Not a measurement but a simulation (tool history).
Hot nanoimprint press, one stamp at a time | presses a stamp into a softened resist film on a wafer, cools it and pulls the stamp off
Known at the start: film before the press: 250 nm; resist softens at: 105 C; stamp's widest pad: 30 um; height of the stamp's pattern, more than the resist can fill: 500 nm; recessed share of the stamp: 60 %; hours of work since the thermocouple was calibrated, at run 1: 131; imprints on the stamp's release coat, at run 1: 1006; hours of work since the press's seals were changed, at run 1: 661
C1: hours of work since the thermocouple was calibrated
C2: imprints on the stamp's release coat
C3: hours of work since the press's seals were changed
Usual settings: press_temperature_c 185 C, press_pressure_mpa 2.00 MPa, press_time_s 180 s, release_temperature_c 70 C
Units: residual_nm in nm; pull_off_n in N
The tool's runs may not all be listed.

run 1 hour=0.0 | press_temperature_c=185 press_pressure_mpa=2.00 press_time_s=180 release_temperature_c=70 | C1=131 C2=1006 C3=661 | residual_nm=143.6 pull_off_n=256
run 2 hour=35.9 | press_temperature_c=185 press_pressure_mpa=2.00 press_time_s=180 release_temperature_c=70 | C1=147 C2=1096 C3=678 | residual_nm=143.6 pull_off_n=262
run 3 hour=56.1 | press_temperature_c=192 press_pressure_mpa=2.00 press_time_s=180 release_temperature_c=70 | C1=156 C2=1147 C3=687 | residual_nm=119.6 pull_off_n=262
-- hour=64.8 stamp cleaned and given a new release coat
run 4 hour=99.4 | press_temperature_c=192 press_pressure_mpa=2.00 press_time_s=180 release_temperature_c=70 | C1=173 C2=88 C3=704 | residual_nm=118.0 pull_off_n=227
run 5 hour=118.2 | press_temperature_c=192 press_pressure_mpa=2.00 press_time_s=180 release_temperature_c=70 | C1=182 C2=135 C3=712 | residual_nm=119.9 pull_off_n=219
run 6 hour=153.7 | press_temperature_c=185 press_pressure_mpa=2.00 press_time_s=180 release_temperature_c=70 | C1=198 C2=225 C3=728 | residual_nm=144.6 pull_off_n=228
run 7 hour=184.0 | press_temperature_c=185 press_pressure_mpa=2.00 press_time_s=180 release_temperature_c=70 | C1=211 C2=301 C3=742 | residual_nm=145.2 pull_off_n=231
run 8 hour=211.1 | press_temperature_c=185 press_pressure_mpa=2.00 press_time_s=180 release_temperature_c=70 | C1=224 C2=370 C3=754 | residual_nm=145.0 pull_off_n=248
run 9 hour=246.6 | press_temperature_c=185 press_pressure_mpa=2.00 press_time_s=180 release_temperature_c=70 | C1=240 C2=459 C3=770 | residual_nm=143.7 pull_off_n=238
run 10 hour=265.7 | press_temperature_c=185 press_pressure_mpa=2.00 press_time_s=180 release_temperature_c=70 | C1=248 C2=508 C3=779 | residual_nm=143.6 pull_off_n=252
run 11 hour=297.1 | press_temperature_c=185 press_pressure_mpa=2.00 press_time_s=180 release_temperature_c=70 | C1=263 C2=587 C3=793 | residual_nm=145.9 pull_off_n=248
run 12 hour=333.2 | press_temperature_c=185 press_pressure_mpa=2.18 press_time_s=180 release_temperature_c=70 | C1=279 C2=678 C3=809 | residual_nm=140.2 pull_off_n=250
run 13 hour=350.4 | press_temperature_c=185 press_pressure_mpa=2.00 press_time_s=213 release_temperature_c=70 | C1=287 C2=722 C3=817 | residual_nm=139.1 pull_off_n=248
run 14 hour=388.6 | press_temperature_c=185 press_pressure_mpa=2.00 press_time_s=213 release_temperature_c=70 | C1=304 C2=818 C3=834 | residual_nm=141.5 pull_off_n=255
run 15 hour=423.9 | press_temperature_c=185 press_pressure_mpa=2.00 press_time_s=213 release_temperature_c=70 | C1=320 C2=907 C3=850 | residual_nm=140.0 pull_off_n=263
run 16 hour=451.6 | press_temperature_c=185 press_pressure_mpa=2.00 press_time_s=213 release_temperature_c=56 | C1=332 C2=977 C3=863 | residual_nm=138.4 pull_off_n=326
-- hour=471.8 plate thermocouple calibrated
run 17 hour=486.9 | press_temperature_c=185 press_pressure_mpa=2.00 press_time_s=188 release_temperature_c=68 | C1=7 C2=1059 C3=877 | residual_nm=139.6 pull_off_n=270
run 18 hour=518.9 | press_temperature_c=196 press_pressure_mpa=1.53 press_time_s=134 release_temperature_c=67 | C1=21 C2=1140 C3=892 | residual_nm=132.5 pull_off_n=282
-- hour=529.2 stamp cleaned and given a new release coat
run 19 hour=552.4 | press_temperature_c=195 press_pressure_mpa=2.61 press_time_s=180 release_temperature_c=76 | C1=34 C2=58 C3=904 | residual_nm=94.5 pull_off_n=198
run 20 hour=578.2 | press_temperature_c=185 press_pressure_mpa=2.23 press_time_s=192 release_temperature_c=70 | C1=45 C2=123 C3=916 | residual_nm=132.2 pull_off_n=216
run 21 hour=595.3 | press_temperature_c=185 press_pressure_mpa=2.23 press_time_s=192 release_temperature_c=70 | C1=53 C2=166 C3=924 | residual_nm=132.6 pull_off_n=224
run 22 hour=632.0 | press_temperature_c=185 press_pressure_mpa=2.23 press_time_s=192 release_temperature_c=70 | C1=70 C2=259 C3=940 | residual_nm=132.2 pull_off_n=229
run 23 hour=653.6 | press_temperature_c=185 press_pressure_mpa=2.00 press_time_s=286 release_temperature_c=70 | C1=79 C2=314 C3=950 | residual_nm=123.8 pull_off_n=231
run 24 hour=689.9 | press_temperature_c=174 press_pressure_mpa=2.69 press_time_s=180 release_temperature_c=66 | C1=96 C2=406 C3=966 | residual_nm=170.6 pull_off_n=260
run 25 hour=706.7 | press_temperature_c=174 press_pressure_mpa=2.69 press_time_s=180 release_temperature_c=66 | C1=103 C2=448 C3=974 | residual_nm=171.1 pull_off_n=250

Run 26 comes next. What will it give?
run 26 hour=722.8 | press_temperature_c=185 press_pressure_mpa=2.00 press_time_s=91 release_temperature_c=61 | C1=111 C2=489 C3=981 | residual_nm=? pull_off_n=?

Run 26 gave residual_nm 170.9 nm, pull_off_n 275 N.
Without the tool's hidden state the same run would have given residual_nm 167.9 nm, pull_off_n 251 N.
